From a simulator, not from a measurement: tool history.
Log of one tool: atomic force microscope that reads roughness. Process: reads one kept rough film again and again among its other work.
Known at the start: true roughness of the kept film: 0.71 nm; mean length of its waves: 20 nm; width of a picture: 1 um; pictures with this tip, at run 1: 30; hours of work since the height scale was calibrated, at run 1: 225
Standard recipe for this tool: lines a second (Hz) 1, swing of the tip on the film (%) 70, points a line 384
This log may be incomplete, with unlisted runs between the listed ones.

run,hour,lines a second (Hz),swing of the tip on the film (%),points a line,pictures with this tip,hours of work since the height scale was calibrated,roughness of the kept film (nm (root mean square))
1,0,1,70,384,30,225,0.623
2,5.4,1,70,384,36,229,0.633
3,16.3,1,70,384,48,235,0.618
4,22.9,1,70,328,56,239,0.617
5,30.2,1,70,328,63,243,0.612
6,36.9,1,70,328,71,247,0.608
7,48.7,0.56,70,295,84,253,0.595
8,57.5,0.56,87,458,93,258,0.608
9,68.1,0.56,87,458,105,264,0.593
10,73.6,0.56,87,458,111,267,0.596
11,80.5,1.07,89,877,119,271,0.591
12,86.8,1.07,89,877,125,275,0.576

Hidden state or all else? Some run-to-run changes of roughness of the kept film (nm (root mean square)), split into what the settings, what came in and random variation would give without the hidden state, and what is left for the hidden state (with any gauge scatter that isn't in both results):
The hidden state here: radius of the tip, nm; height scale over the true one, %; drift of the gauge itself on roughness_nm, %.
Run 2 -> 3: no setting changed, nothing entered. roughness of the kept film (nm (root mean square)) -0.015: hidden state -0.005, all else -0.01.
Run 6 -> 7: lines a second (Hz) 1 -> 0.56, points a line 328 -> 295. roughness of the kept film (nm (root mean square)) -0.013: hidden state -0.006, all else -0.007.
